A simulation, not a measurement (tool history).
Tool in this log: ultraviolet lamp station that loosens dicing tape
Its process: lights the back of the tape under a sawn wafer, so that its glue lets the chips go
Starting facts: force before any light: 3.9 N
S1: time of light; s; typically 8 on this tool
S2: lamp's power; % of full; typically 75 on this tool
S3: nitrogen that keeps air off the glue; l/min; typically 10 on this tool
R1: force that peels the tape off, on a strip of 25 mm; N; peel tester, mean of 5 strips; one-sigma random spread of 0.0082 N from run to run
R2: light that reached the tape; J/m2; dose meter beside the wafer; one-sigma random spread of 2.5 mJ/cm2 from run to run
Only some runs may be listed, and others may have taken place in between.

Run 1, day 0: usual settings. Result: R1 0.398 N, R2 2500 J/m2.
Run 2, day 0.304: usual settings. Result: R1 0.405 N, R2 2480 J/m2.
Run 3, day 0.554: usual settings. Result: R1 0.396 N, R2 2410 J/m2.
Run 4, day 0.954: usual settings. Result: R1 0.407 N, R2 2470 J/m2.
Run 5, day 1.279: usual settings. Result: R1 0.382 N, R2 2440 J/m2.
Run 6, day 1.654: usual settings. Result: R1 0.409 N, R2 2480 J/m2.
Run 7, day 1.95: usual settings. Result: R1 0.391 N, R2 2460 J/m2.
Run 8, day 2.133: usual settings. Result: R1 0.382 N, R2 2480 J/m2.
Run 9, day 2.479: usual settings but S2 76 % of full. Result: R1 0.39 N, R2 2450 J/m2.
Run 10, day 2.746: usual settings but S2 76 % of full. Result: R1 0.419 N, R2 2470 J/m2.
Run 11, day 3.129: usual settings but S2 79 % of full. Result: R1 0.389 N, R2 2560 J/m2.
Run 12, day 3.479: usual settings but S2 79 % of full. Result: R1 0.379 N, R2 2540 J/m2.
Run 13, day 3.9: usual settings but S2 79 % of full. Result: R1 0.38 N, R2 2560 J/m2.
Run 14, day 4.158: usual settings but S2 81 % of full. Result: R1 0.373 N, R2 2610 J/m2.
Run 15, day 4.542: usual settings but S2 81 % of full. Result: R1 0.38 N, R2 2620 J/m2.
Run 16, day 4.917: usual settings but S2 81 % of full. Result: R1 0.377 N, R2 2610 J/m2.
Run 17, day 5.167: usual settings. Result: R1 0.425 N, R2 2370 J/m2.
Run 18, day 5.488: usual settings. Result: R1 0.424 N, R2 2380 J/m2.
Run 19, day 5.729: usual settings. Result: R1 0.429 N, R2 2400 J/m2.
Run 20, day 6: usual settings but S2 62 % of full. Result: R1 0.578 N, R2 1960 J/m2.
Run 21, day 6.25: usual settings. Result: R1 0.413 N, R2 2370 J/m2.
Run 22, day 6.425: usual settings but S2 95 % of full, S3 7 l/min. Result: R1 0.34 N, R2 3030 J/m2.
Run 23, day 6.775: usual settings but S1 14 s, S3 4 l/min. Result: R1 0.273 N, R2 4200 J/m2.
Run 24, day 7.062: usual settings but S1 4 s, S3 6 l/min. Result: R1 1.265 N, R2 1190 J/m2.
Run 25, day 7.3: usual settings but S1 4 s, S2 61 % of full, S3 15 l/min. Result: R1 1.326 N, R2 950 J/m2.
Run 26, day 7.658: usual settings but S2 77 % of full, S3 12 l/min. Result: R1 0.389 N, R2 2390 J/m2.
Run 27, day 8.021: usual settings but S1 9 s, S2 65 % of full, S3 7 l/min. Result: R1 0.504 N, R2 2290 J/m2.
Run 28, day 8.225: usual settings but S1 9 s, S2 68 % of full, S3 5 l/min. Result: R1 0.556 N, R2 2410 J/m2.
Run 29, day 8.429: usual settings but S1 9 s, S2 69 % of full, S3 5 l/min. Result: R1 0.562 N, R2 2370 J/m2.
Run 30, day 8.771: usual settings but S1 9 s, S2 69 % of full, S3 5 l/min. Result: R1 0.559 N, R2 2340 J/m2.
Run 31, day 9: usual settings but S1 5 s, S2 89 % of full. Result: R1 0.705 N, R2 1690 J/m2.
Run 32, day 9.425: usual settings but S2 60 % of full. Result: R1 0.651 N, R2 1800 J/m2.
Run 33, day 9.854: usual settings but S2 67 % of full, S3 9 l/min. Result: R1 0.562 N, R2 2000 J/m2.
Run 34, day 10.242: usual settings but S2 67 % of full, S3 9 l/min. Result: R1 0.472 N, R2 2280 J/m2.
Run 35, day 10.442: usual settings but S1 10 s, S3 7 l/min. Result: R1 0.299 N, R2 3110 J/m2.
Run 36, day 10.675: usual settings but S2 62 % of full, S3 5 l/min. Result: R1 0.679 N, R2 2080 J/m2.
Run 37, day 11.004: usual settings but S1 5 s, S2 80 % of full. Result: R1 0.767 N, R2 1650 J/m2.
Run 38, day 11.421: usual settings but S2 94 % of full, S3 19 l/min. Result: R1 0.24 N, R2 3130 J/m2.
Run 39, day 11.838: usual settings but S2 62 % of full, S3 14 l/min. Result: R1 0.472 N, R2 2090 J/m2.
Run 40, day 12.092: usual settings but S1 4 s, S2 61 % of full, S3 4 l/min. Result: R1 1.661 N, R2 1000 J/m2.
Run 41, day 12.458: usual settings but S1 4 s, S2 61 % of full, S3 4 l/min. Result: R1 1.656 N, R2 1020 J/m2.
Run 42, day 12.758: usual settings but S1 4 s, S2 64 % of full, S3 4 l/min. Result: R1 1.582 N, R2 1060 J/m2.

Not shown here: 2 entries made in the log between runs. Locate each between two listed runs and compare the hidden state at the listed run before it with the hidden state at the listed run after it:
Run 28 -> run 29: window cleaned of glue's vapour (day 8.279)
  light that the window lets through, % of a clean one's: 92.5 -> 89.6
  measured less the result without the state, R1: +0.138 -> +0.161 N; R2: -490 -> -580 J/m2
Run 33 -> run 34: window cleaned of glue's vapour, once more (day 9.962)
  lamp's light, % of a new lamp's: 89.1 -> 89; light that the window lets through, % of a clean one's: 89.3 -> 99.8
  measured less the result without the state, R1: +0.167 -> +0.079 N; R2: -520 -> -290 J/m2
